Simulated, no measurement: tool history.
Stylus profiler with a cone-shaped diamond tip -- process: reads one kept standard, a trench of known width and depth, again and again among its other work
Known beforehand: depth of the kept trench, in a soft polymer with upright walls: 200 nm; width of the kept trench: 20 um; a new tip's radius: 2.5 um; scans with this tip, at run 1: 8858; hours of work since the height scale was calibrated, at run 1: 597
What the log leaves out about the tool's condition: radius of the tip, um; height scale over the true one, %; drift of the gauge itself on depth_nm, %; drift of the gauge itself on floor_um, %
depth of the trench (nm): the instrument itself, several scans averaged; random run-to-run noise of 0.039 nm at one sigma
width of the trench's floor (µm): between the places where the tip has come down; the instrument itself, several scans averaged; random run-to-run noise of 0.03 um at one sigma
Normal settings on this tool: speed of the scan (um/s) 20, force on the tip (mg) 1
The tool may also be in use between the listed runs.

run,hour,speed of the scan (um/s),force on the tip (mg),scans with this tip,hours of work since the height scale was calibrated,depth of the trench (nm),width of the trench's floor (µm)
1,0,20,1,8858,597,200.66,17.1
2,105.8,12,1,9564,645,200.7,17.07
3,199.4,12,1,10188,687,200.57,17.04
4,264.1,20,1,10620,716,200.62,16.94
5,323,20,1,11013,742,200.63,16.96
6,368.9,20,1,11318,763,200.55,16.9
7,418.4,20,1,11648,785,200.54,16.93
8,472.3,20,1,12008,809,200.58,16.86
9,547,20,1,12507,843,200.51,16.78
10,651.9,20,1,13206,890,200.41,16.82
11,712.3,38,1,13608,917,200.47,16.74
12,780.5,38,1,14063,948,200.46,16.67
# hour 866.4: height scale calibrated on a step standard
13,883.3,49,1.77,14746,8,200.52,16.64
14,981.7,49,1.77,15402,52,200.49,16.56
15,1039.9,49,0.82,15790,78,199.69,16.45
16,1122.5,6,0.95,16341,115,199.72,16.65
17,1198.8,9,0.84,16850,149,199.67,16.59
# hour 1223: height scale calibrated on a step standard, once more
18,1285,21,1.29,17422,28,201.62,16.5
19,1387.3,33,0.61,18104,74,200.94,16.39
20,1463.8,45,2.9,18614,108,202.66,16.39
21,1539,45,1.19,19115,142,201.39,16.28
22,1643.3,45,1.19,19811,189,201.43,16.25
23,1700.6,45,1.19,20193,215,201.39,16.21
24,1760.2,45,1.19,20591,242,201.33,16.18

Predict each of these 5 candidate next runs independently; none follows another, all start after run 24:
A,1807.8,11,0.77,20908,263,?,?
B,1807.8,28,0.71,20908,263,?,?
C,1807.8,10,0.42,20908,263,?,?
D,1807.8,20,2.78,20908,263,?,?
E,1807.8,39,1,20908,263,?,?

run,depth of the trench (nm),width of the trench's floor (µm)
A,201.05,16.27
B,200.9,16.27
C,200.58,16.35
D,202.43,16.3
E,201.14,16.22
With no hidden state in the tool, these same runs would have given:
run,depth of the trench (nm),width of the trench's floor (µm)
A,201.21,17.94
B,201.06,17.94
C,200.74,18.02
D,202.59,17.97
E,201.3,17.9
